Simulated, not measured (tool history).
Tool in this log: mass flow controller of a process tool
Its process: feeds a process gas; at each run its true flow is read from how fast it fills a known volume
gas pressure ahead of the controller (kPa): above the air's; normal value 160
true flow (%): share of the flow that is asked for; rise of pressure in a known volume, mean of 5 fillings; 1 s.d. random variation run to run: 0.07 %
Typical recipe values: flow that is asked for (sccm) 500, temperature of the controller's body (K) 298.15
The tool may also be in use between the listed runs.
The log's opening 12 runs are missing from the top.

| run | hour | flow that is asked for (sccm) | gas pressure ahead of the controller (kPa) | temperature of the controller's body (K) | hours of work since the controller was set to zero | hours of work since the controller was changed | true flow (%) |
|---|---|---|---|---|---|---|---|
| 13 | 1266.7 | 500 | 160 | 298.15 | 2844 | 2844 | 98.43 |
| 14 | 1387.6 | 500 | 160 | 298.15 | 2933 | 2933 | 98.51 |
| 15 | 1485.1 | 500 | 160 | 311.15 | 3005 | 3005 | 99.35 |
| 16 | 1597.8 | 500 | 160 | 311.15 | 3087 | 3087 | 99.49 |
| 17 | 1741.8 | 123 | 163 | 301.15 | 3193 | 3193 | 97.53 |
| 18 | 1865.6 | 123 | 163 | 301.15 | 3284 | 3284 | 97.74 |
| 19 | 1949.1 | 592 | 163 | 301.15 | 3345 | 3345 | 99.26 |
| 20 | 2114.2 | 682 | 242 | 301.15 | 3466 | 3466 | 99.98 |
| 21 | 2213.7 | 256 | 160 | 298.15 | 3539 | 3539 | 97.99 |
| 22 | 2285.9 | 256 | 160 | 298.15 | 3592 | 3592 | 97.85 |

Run 23, settings as shown, results not yet in. Your forecast:
| 23 | 2439.3 | 256 | 160 | 298.15 | 3705 | 3705 | ? |

true flow (%): 97.98
Minus the tool's unlogged condition, the same run would have read true flow (%) 97.5.
